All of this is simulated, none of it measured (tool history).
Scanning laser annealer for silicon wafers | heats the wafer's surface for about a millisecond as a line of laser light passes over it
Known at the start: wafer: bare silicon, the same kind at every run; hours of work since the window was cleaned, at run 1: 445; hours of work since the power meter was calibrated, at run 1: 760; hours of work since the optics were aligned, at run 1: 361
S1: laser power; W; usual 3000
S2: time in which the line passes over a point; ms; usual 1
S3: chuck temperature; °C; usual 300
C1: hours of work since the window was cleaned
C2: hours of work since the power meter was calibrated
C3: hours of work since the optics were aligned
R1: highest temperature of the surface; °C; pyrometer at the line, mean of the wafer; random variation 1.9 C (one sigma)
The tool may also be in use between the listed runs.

run,hour,S1,S2,S3,C1,C2,C3,R1
1,0,3000,1,300,445,760,361,1086
2,65.8,3000,1,300,482,797,398,1082
3,116.7,3000,1,300,511,825,426,1082
4,157,3000,1,300,533,848,449,1082
5,234.9,3000,1,300,577,891,492,1084
6,304.8,3000,1,300,616,931,531,1085
7,370.4,3000,1,283,652,967,568,1062
8,448.8,3000,1,283,696,1011,612,1057
9,498.7,3000,1,283,724,1039,640,1055
10,537.3,3000,1,302,746,1061,662,1076
11,601,3000,1,300,781,1096,697,1070
# hour 679.6: optics aligned, line set to its width
12,693.8,3000,1,300,830,1145,8,1084
13,759.6,3108,1,300,867,1182,45,1123
14,836.2,3108,1,300,910,1225,88,1118
# hour 859.4: window over the wafer cleaned
15,887.6,3108,1,300,16,1253,115,1141
16,928.5,2921,1,300,39,1275,138,1077
17,1021.4,2921,1,300,91,1327,190,1072
18,1083.9,2921,1,300,126,1362,225,1071
19,1128.4,3000,1,316,150,1387,250,1112
20,1211.6,3000,1,316,197,1434,296,1108
21,1291.7,3000,1,316,242,1479,341,1109
22,1344.7,3000,0.97,300,271,1508,371,1082
23,1411.6,3000,0.97,300,309,1546,408,1079
24,1499.5,3082,1.24,300,358,1595,457,1200
25,1549.7,3082,1.24,300,386,1623,485,1199
26,1592.1,2599,1.06,270,410,1646,509,946
27,1646.8,2599,1.06,270,440,1677,540,944
28,1713.5,3000,1,306,478,1714,577,1086
29,1761.8,3000,1,306,505,1741,604,1089
30,1809.1,3000,1,306,531,1768,630,1084
31,1879.1,3000,1.13,312,570,1807,670,1131
32,1967.6,2797,0.72,279,620,1857,719,895
# hour 2004: optics aligned, line set to its width
33,2026.1,2797,0.72,279,650,1886,12,904
34,2085.2,2797,0.72,275,683,1919,45,901
35,2147,2797,0.72,275,717,1954,80,898
36,2220.4,2797,0.72,275,758,1995,121,896
37,2267.5,2727,0.78,306,785,2021,147,928
38,2348.7,2696,0.77,279,830,2067,193,887
39,2430.9,2567,0.77,272,876,2113,239,845
40,2493.2,3119,1,263,911,2148,274,1081
# hour 2519.9: window over the wafer cleaned
41,2580.8,3262,1,284,34,2195,321,1170

How the hidden state differs across the entries between the runs, from the last listed run before each to the first after it:
Between runs 11 and 12: optics aligned, line set to its width (hour 679.6)
  light that passes the window, % of a clean one's: 98.01 -> 97.89; laser's true power over the reading, %: 0.06 -> 0.07; width of the line over the set one, %: 2.9 -> 0.09
  measured less the result without the state, R1: -37 -> -21 °C
Between runs 14 and 15: window over the wafer cleaned (hour 859.4)
  light that passes the window, % of a clean one's: 97.69 -> 99.84; laser's true power over the reading, %: 0.08 -> 0.09; width of the line over the set one, %: 0.41 -> 0.52
  measured less the result without the state, R1: -26 -> -4 °C
Between runs 32 and 33: optics aligned, line set to its width (hour 2004)
  light that passes the window, % of a clean one's: 98.34 -> 98.27; laser's true power over the reading, %: 0.19 -> 0.2; width of the line over the set one, %: 2.96 -> 0.23
  measured less the result without the state, R1: -25 -> -13 °C
Between runs 40 and 41: window over the wafer cleaned (hour 2519.9)
  light that passes the window, % of a clean one's: 97.64 -> 99.81; laser's true power over the reading, %: 0.25 -> 0.26; width of the line over the set one, %: 1.25 -> 1.46
  measured less the result without the state, R1: -30 -> -9 °C

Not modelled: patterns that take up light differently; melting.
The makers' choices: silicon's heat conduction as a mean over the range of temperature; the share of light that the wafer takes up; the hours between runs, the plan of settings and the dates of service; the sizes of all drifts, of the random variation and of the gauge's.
